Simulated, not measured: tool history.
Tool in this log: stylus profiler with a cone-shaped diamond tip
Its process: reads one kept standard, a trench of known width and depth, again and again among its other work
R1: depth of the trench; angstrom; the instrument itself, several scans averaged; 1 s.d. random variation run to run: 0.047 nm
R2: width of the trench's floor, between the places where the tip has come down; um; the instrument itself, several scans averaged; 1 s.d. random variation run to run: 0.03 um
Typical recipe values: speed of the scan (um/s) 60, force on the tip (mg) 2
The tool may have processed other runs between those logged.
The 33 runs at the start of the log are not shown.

Run 34, hour 3117.3: usual settings but speed of the scan (um/s) 117, force on the tip (mg) 0.95. Result: R1 998.7 angstrom, R2 27.3 um.
Run 35, hour 3187.8: usual settings but speed of the scan (um/s) 117, force on the tip (mg) 0.95. Result: R1 998.5 angstrom, R2 27.3 um.
Run 36, hour 3246.9: usual settings but speed of the scan (um/s) 117, force on the tip (mg) 0.95. Result: R1 998.5 angstrom, R2 27.31 um.
Run 37, hour 3367.3: usual settings but speed of the scan (um/s) 117, force on the tip (mg) 0.95. Result: R1 997.8 angstrom, R2 27.27 um.
Run 38, hour 3461.4: usual settings but speed of the scan (um/s) 122, force on the tip (mg) 1.38. Result: R1 998.1 angstrom, R2 27.34 um.
Run 39, hour 3580: usual settings but speed of the scan (um/s) 21, force on the tip (mg) 0.79. Result: R1 997.1 angstrom, R2 27.94 um.
Run 40, hour 3685.1: usual settings but speed of the scan (um/s) 151, force on the tip (mg) 2.3. Result: R1 999 angstrom, R2 27.29 um.
Run 41, hour 3787.8: usual settings but speed of the scan (um/s) 38, force on the tip (mg) 1.02. Result: R1 996.2 angstrom, R2 27.78 um.
Run 42, hour 3887.7: usual settings but speed of the scan (um/s) 38, force on the tip (mg) 1.02. Result: R1 996.4 angstrom, R2 27.81 um.
Run 43, hour 4020.9: usual settings but speed of the scan (um/s) 153, force on the tip (mg) 1.49. Result: R1 997.1 angstrom, R2 27.08 um.
Run 44, hour 4123.8: usual settings but speed of the scan (um/s) 115, force on the tip (mg) 0.68. Result: R1 995 angstrom, R2 27 um.
Run 45, hour 4234.5: usual settings but speed of the scan (um/s) 194, force on the tip (mg) 2.44. Result: R1 998.2 angstrom, R2 27.12 um.
Run 46, hour 4313.4: usual settings but speed of the scan (um/s) 57, force on the tip (mg) 1.22. Result: R1 996 angstrom, R2 27.64 um.

Each row is a separate what-if for the run after 46, all from the same tool condition, not one after another. Results?
Run A, hour 4417.9: usual settings but speed of the scan (um/s) 17, force on the tip (mg) 1.22. Result: R1 ?, R2 ?.
Run B, hour 4417.9: usual settings but speed of the scan (um/s) 54, force on the tip (mg) 3.97. Result: R1 ?, R2 ?.
Run C, hour 4417.9: usual settings but force on the tip (mg) 0.97. Result: R1 ?, R2 ?.

run     R1     R2
  A  996.2  27.89
  B  999.8  27.82
  C  995.1  27.54
Take away the tool's hidden state, keep each run's random variation, and the runs would have read:
run      R1     R2
  A  1003.8  28.48
  B  1007.4  28.41
  C  1002.8  28.13

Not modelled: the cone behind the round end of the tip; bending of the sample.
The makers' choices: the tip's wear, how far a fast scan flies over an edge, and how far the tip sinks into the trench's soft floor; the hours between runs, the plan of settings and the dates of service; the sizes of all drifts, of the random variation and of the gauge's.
